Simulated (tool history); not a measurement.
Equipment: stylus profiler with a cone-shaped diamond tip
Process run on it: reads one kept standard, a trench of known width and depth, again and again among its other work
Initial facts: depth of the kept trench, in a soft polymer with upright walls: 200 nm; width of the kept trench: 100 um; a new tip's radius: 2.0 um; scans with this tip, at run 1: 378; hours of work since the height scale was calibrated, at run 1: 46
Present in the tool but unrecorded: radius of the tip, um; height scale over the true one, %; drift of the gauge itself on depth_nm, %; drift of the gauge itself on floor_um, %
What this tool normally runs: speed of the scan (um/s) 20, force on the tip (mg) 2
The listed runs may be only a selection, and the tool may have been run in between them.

run,hour,speed of the scan (um/s),force on the tip (mg),scans with this tip,hours of work since the height scale was calibrated,depth of the trench (angstrom),width of the trench's floor (µm)
1,0,20,2,378,46,2022.1,98.12
2,7.2,20,2,418,50,2021.5,98.14
3,17.2,20,2,473,57,2022.8,98.17
4,24.3,20,2,512,62,2021.3,98.09
5,32.9,20,1.86,560,68,2023,98.19
6,47.8,20,1.12,643,77,2015.8,98.03
7,60.3,20,1.12,712,86,2017.2,98.09
8,71.2,20,1.12,772,93,2013.6,98.11
9,84.3,20,1.12,845,102,2018.6,98.09
10,97.8,20,2,920,111,2022.8,98.13
11,113.7,20,2,1008,122,2025,98.14
12,127.6,20,2,1085,131,2022.5,98.1
13,137.6,20,2,1141,137,2025,98.11
14,151.2,68,4.56,1216,147,2038.9,97.96
15,165.3,6,1.88,1294,156,2024.6,98.17
16,173.5,20,2.44,1340,161,2027.6,98.09
# hour 175.2: height scale calibrated on a step standard
17,183.4,34,1.09,1391,5,2018.8,97.91
18,192.2,43,2.82,1441,11,2030.9,98.01
19,202.2,45,2.78,1496,18,2031.7,97.97
20,215,6,3.1,1567,27,2031.7,98.21
21,232.1,26,1.7,1662,38,2023.6,98.04
22,240.4,47,2,1708,44,2025.9,97.95
23,249.9,6,2.52,1760,50,2029.9,98.18
24,261.2,35,2.52,1823,57,2031.5,98.08
25,275.8,35,2.52,1904,67,2030.7,97.97
# hour 279.3: height scale calibrated on a step standard, once more
26,290.8,5,1.81,1984,8,2018.2,98.17

Alternative continuations, all from the tool just after run 26; predict every row:
A,306.1,17,2.54,2069,18,?,?
B,306.1,68,2,2069,18,?,?
C,306.1,43,1.81,2069,18,?,?
D,306.1,20,0.93,2069,18,?,?
E,306.1,20,1.53,2069,18,?,?

run,depth of the trench (angstrom),width of the trench's floor (µm)
A,2022.8,98.09
B,2019.7,97.81
C,2020.3,97.93
D,2012.1,98
E,2017.5,98.07
With the hidden condition removed and each run's random variation left untouched, the same runs would have given:
run,depth of the trench (angstrom),width of the trench's floor (µm)
A,2024.4,98.17
B,2021.4,97.89
C,2022,98.01
D,2013.8,98.08
E,2019.2,98.15
